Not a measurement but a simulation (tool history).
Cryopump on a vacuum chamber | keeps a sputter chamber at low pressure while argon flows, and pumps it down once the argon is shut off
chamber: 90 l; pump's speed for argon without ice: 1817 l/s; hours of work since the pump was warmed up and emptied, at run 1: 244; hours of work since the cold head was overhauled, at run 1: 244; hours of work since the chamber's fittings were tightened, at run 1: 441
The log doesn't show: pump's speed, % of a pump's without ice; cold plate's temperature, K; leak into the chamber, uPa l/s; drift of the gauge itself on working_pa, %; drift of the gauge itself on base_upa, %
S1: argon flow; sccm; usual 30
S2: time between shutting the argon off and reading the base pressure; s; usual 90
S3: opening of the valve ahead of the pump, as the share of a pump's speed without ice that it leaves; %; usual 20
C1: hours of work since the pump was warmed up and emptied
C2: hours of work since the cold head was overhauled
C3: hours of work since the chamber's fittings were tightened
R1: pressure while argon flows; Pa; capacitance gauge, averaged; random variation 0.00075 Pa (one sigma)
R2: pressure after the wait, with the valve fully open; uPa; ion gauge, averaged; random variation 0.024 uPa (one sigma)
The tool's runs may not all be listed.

{"run": 1, "hour": 0.0, "S1": 30, "S2": 90, "S3": 20, "C1": 244, "C2": 244, "C3": 441, "R1": 0.1436, "R2": 0.98}
{"run": 2, "hour": 14.5, "S1": 30, "S2": 90, "S3": 16, "C1": 257, "C2": 257, "C3": 453, "R1": 0.1772, "R2": 0.98}
{"run": 3, "hour": 29.3, "S1": 30, "S2": 90, "S3": 16, "C1": 270, "C2": 270, "C3": 466, "R1": 0.1774, "R2": 0.98}
{"run": 4, "hour": 51.2, "S1": 30, "S2": 90, "S3": 20, "C1": 289, "C2": 289, "C3": 486, "R1": 0.1441, "R2": 1.01}
{"run": 5, "hour": 73.3, "S1": 30, "S2": 54, "S3": 20, "C1": 308, "C2": 308, "C3": 505, "R1": 0.1434, "R2": 1.45}
{"run": 6, "hour": 88.1, "S1": 30, "S2": 54, "S3": 20, "C1": 321, "C2": 321, "C3": 518, "R1": 0.1432, "R2": 1.43}
{"run": 7, "hour": 109.1, "S1": 30, "S2": 90, "S3": 20, "C1": 340, "C2": 340, "C3": 536, "R1": 0.1439, "R2": 1.01}
{"run": 8, "hour": 132.8, "S1": 30, "S2": 90, "S3": 20, "C1": 360, "C2": 360, "C3": 557, "R1": 0.1449, "R2": 0.98}
{"run": 9, "hour": 150.5, "S1": 30, "S2": 90, "S3": 20, "C1": 376, "C2": 376, "C3": 572, "R1": 0.1456, "R2": 1.01}
{"run": 10, "hour": 175.1, "S1": 30, "S2": 90, "S3": 20, "C1": 397, "C2": 397, "C3": 594, "R1": 0.1456, "R2": 0.97}
{"run": 11, "hour": 188.1, "S1": 30, "S2": 90, "S3": 20, "C1": 409, "C2": 409, "C3": 605, "R1": 0.145, "R2": 1.04}
{"run": 12, "hour": 204.2, "S1": 19, "S2": 90, "S3": 20, "C1": 423, "C2": 423, "C3": 619, "R1": 0.0927, "R2": 1.01}
{"run": 13, "hour": 229.0, "S1": 19, "S2": 90, "S3": 20, "C1": 445, "C2": 445, "C3": 641, "R1": 0.0934, "R2": 1.04}
{"run": 14, "hour": 252.3, "S1": 14, "S2": 90, "S3": 42, "C1": 465, "C2": 465, "C3": 661, "R1": 0.0343, "R2": 1.03}
{"run": 15, "hour": 271.9, "S1": 15, "S2": 73, "S3": 58, "C1": 482, "C2": 482, "C3": 678, "R1": 0.0283, "R2": 1.24}
{"run": 16, "hour": 283.5, "S1": 30, "S2": 42, "S3": 20, "C1": 492, "C2": 492, "C3": 689, "R1": 0.1461, "R2": 1.88}
{"run": 17, "hour": 305.1, "S1": 18, "S2": 52, "S3": 20, "C1": 511, "C2": 511, "C3": 707, "R1": 0.0878, "R2": 1.54}
{"run": 18, "hour": 330.2, "S1": 18, "S2": 52, "S3": 20, "C1": 533, "C2": 533, "C3": 729, "R1": 0.0882, "R2": 1.6}
{"run": 19, "hour": 351.7, "S1": 18, "S2": 232, "S3": 20, "C1": 552, "C2": 552, "C3": 748, "R1": 0.0878, "R2": 0.66}
{"run": 20, "hour": 372.0, "S1": 30, "S2": 274, "S3": 18, "C1": 569, "C2": 569, "C3": 766, "R1": 0.1638, "R2": 0.63}
{"run": 21, "hour": 393.4, "S1": 30, "S2": 274, "S3": 18, "C1": 588, "C2": 588, "C3": 785, "R1": 0.1635, "R2": 0.6}
{"run": 22, "hour": 420.3, "S1": 15, "S2": 274, "S3": 37, "C1": 612, "C2": 612, "C3": 808, "R1": 0.042, "R2": 0.66}
{"run": 23, "hour": 433.2, "S1": 33, "S2": 161, "S3": 16, "C1": 623, "C2": 623, "C3": 819, "R1": 0.2023, "R2": 0.85}
{"run": 24, "hour": 456.2, "S1": 30, "S2": 26, "S3": 17, "C1": 643, "C2": 643, "C3": 839, "R1": 0.1727, "R2": 2.73}
{"run": 25, "hour": 473.5, "S1": 15, "S2": 157, "S3": 28, "C1": 658, "C2": 658, "C3": 855, "R1": 0.0548, "R2": 0.85}
{"run": 26, "hour": 484.9, "S1": 50, "S2": 157, "S3": 40, "C1": 668, "C2": 668, "C3": 865, "R1": 0.1334, "R2": 0.89}

Forecast each of these 4 alternatives for the next run:
{"run": "A", "hour": 502.6, "S1": 33, "S2": 90, "S3": 51, "C1": 684, "C2": 684, "C3": 880, "R1": "?", "R2": "?"}
{"run": "B", "hour": 502.6, "S1": 30, "S2": 43, "S3": 20, "C1": 684, "C2": 684, "C3": 880, "R1": "?", "R2": "?"}
{"run": "C", "hour": 502.6, "S1": 14, "S2": 29, "S3": 30, "C1": 684, "C2": 684, "C3": 880, "R1": "?", "R2": "?"}
{"run": "D", "hour": 502.6, "S1": 30, "S2": 35, "S3": 20, "C1": 684, "C2": 684, "C3": 880, "R1": "?", "R2": "?"}

run=A R1=0.0722 R2=1.15
run=B R1=0.15 R2=1.92
run=C R1=0.048 R2=2.58
run=D R1=0.1502 R2=2.21
Without the tool's hidden state the same runs would have given:
run=A R1=0.0605 R2=0.84
run=B R1=0.1392 R2=1.6
run=C R1=0.0431 R2=2.27
run=D R1=0.1396 R2=1.9
